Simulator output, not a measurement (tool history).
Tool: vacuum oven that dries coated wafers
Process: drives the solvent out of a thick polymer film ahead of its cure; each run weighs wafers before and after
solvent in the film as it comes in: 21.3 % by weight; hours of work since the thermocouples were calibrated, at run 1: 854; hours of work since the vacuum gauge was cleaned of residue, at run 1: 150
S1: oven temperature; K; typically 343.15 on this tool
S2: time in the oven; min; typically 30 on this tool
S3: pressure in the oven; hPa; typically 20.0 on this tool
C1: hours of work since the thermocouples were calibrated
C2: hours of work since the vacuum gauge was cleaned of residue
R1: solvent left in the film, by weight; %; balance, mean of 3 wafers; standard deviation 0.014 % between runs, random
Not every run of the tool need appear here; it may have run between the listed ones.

run	hour	S1	S2	S3	C1	C2	R1
1	0.0	343.15	30	20.0	854	150	2.12
2	15.6	335.15	30	20.0	866	161	4.91
3	37.2	335.15	30	20.0	882	178	4.92
# hour 51.4: oven's thermocouples calibrated
4	59.4	354.15	30	20.0	6	193	0.80
5	91.2	330.15	30	20.0	30	216	8.09
6	119.4	330.15	30	20.0	51	237	8.08
7	154.0	343.15	30	20.0	77	263	2.51
8	173.7	343.15	30	20.0	91	278	2.54
9	194.1	343.15	30	20.0	106	293	2.51
10	211.6	328.15	45	20.0	119	306	6.68
# hour 215.7: vacuum gauge cleaned of residue and calibrated
11	243.7	343.15	36	20.0	142	21	1.99
12	273.5	355.15	28	20.0	165	43	0.80
13	301.7	338.15	20	63.5	186	64	8.58
14	322.6	358.15	19	20.0	201	80	0.86
15	345.5	330.15	30	14.8	218	97	7.63
16	364.0	330.15	32	14.8	232	111	7.30
17	396.8	339.15	32	34.0	257	135	4.34

5 ways to go on from here, each from the tool as it stands after run 17. What would each give?
# hour 409.9: vacuum gauge cleaned of residue and calibrated, once more
A	423.4	350.15	30	46.6	275	10	?
# hour 409.9: vacuum gauge cleaned of residue and calibrated, once more
B	423.4	334.15	44	34.0	275	10	?
# hour 409.9: vacuum gauge cleaned of residue and calibrated, once more
C	423.4	352.15	23	38.2	275	10	?
# hour 409.9: vacuum gauge cleaned of residue and calibrated, once more
D	423.4	333.15	20	40.8	275	10	?
# hour 409.9: vacuum gauge cleaned of residue and calibrated, once more
E	423.4	341.15	29	59.0	275	10	?

run	R1
A	2.11
B	4.86
C	1.85
D	9.79
E	5.13
With no hidden state in the tool, these same runs would have given:
run	R1
A	2.11
B	4.86
C	1.85
D	9.79
E	5.14
